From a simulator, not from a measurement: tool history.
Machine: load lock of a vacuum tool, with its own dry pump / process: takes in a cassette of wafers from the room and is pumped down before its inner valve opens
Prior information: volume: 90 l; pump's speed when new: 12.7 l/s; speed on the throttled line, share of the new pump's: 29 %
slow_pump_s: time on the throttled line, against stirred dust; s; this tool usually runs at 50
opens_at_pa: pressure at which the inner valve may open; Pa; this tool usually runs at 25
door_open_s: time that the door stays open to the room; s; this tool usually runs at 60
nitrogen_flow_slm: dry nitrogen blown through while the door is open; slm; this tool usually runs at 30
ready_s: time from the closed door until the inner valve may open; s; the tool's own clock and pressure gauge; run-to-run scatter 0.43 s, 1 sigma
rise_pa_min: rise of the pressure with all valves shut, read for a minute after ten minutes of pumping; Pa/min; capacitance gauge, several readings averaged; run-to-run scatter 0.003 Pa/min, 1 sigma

run     day  slow_pump_s  opens_at_pa  door_open_s  nitrogen_flow_slm  incoming humidity of the room's air, %  ready_s  rise_pa_min
  1       0           50           25           60                 30                                    42.8       96        0.027
  2   3.533           50           25           60                 30                                    42.9     94.9        0.028
  3   7.275           50           37           60                 30                                    45.2     93.3        0.025
  4  11.171           50           37           60                 30                                    42.9     92.1        0.028
  5  14.758           50           25           60                 30                                    44.3     95.5        0.031
  6  18.275           50           25           60                 30                                    45.7     94.8        0.035
  7  20.346           50           25           60                 30                                    43.1     95.3        0.032
  8   23.35           50           25           60                 30                                    48.9     95.8        0.033
  9  25.688           76           25           60                 30                                      46    113.8        0.032
 10  30.112           76           25           60                 30                                    45.3    114.7        0.036
 11  33.608           50           49           35                 30                                    46.3     91.3        0.031
 12  36.954           50           25           32                 30                                    43.4     95.5         0.03
 13  38.946           34           47           60                 30                                    44.2       80         0.04
 14  42.921           34           47           60                 30                                    48.8     79.9        0.036
 15  46.867           34           47           60                 30                                    48.1     79.8        0.041
 16  50.288           34           47           61                 30                                    44.7     79.8         0.04
 17  54.275           34           47           61                 30                                    43.2     79.7        0.039

Run 18 has not been measured yet. What should we expect?
 18  56.758           34           47           61                 30                                    43.4        ?            ?

Run 18 measured ready_s 79.5 s, rise_pa_min 0.038 Pa/min.
Without the tool's hidden state the same run would have given ready_s 78.1 s, rise_pa_min 0.02 Pa/min.
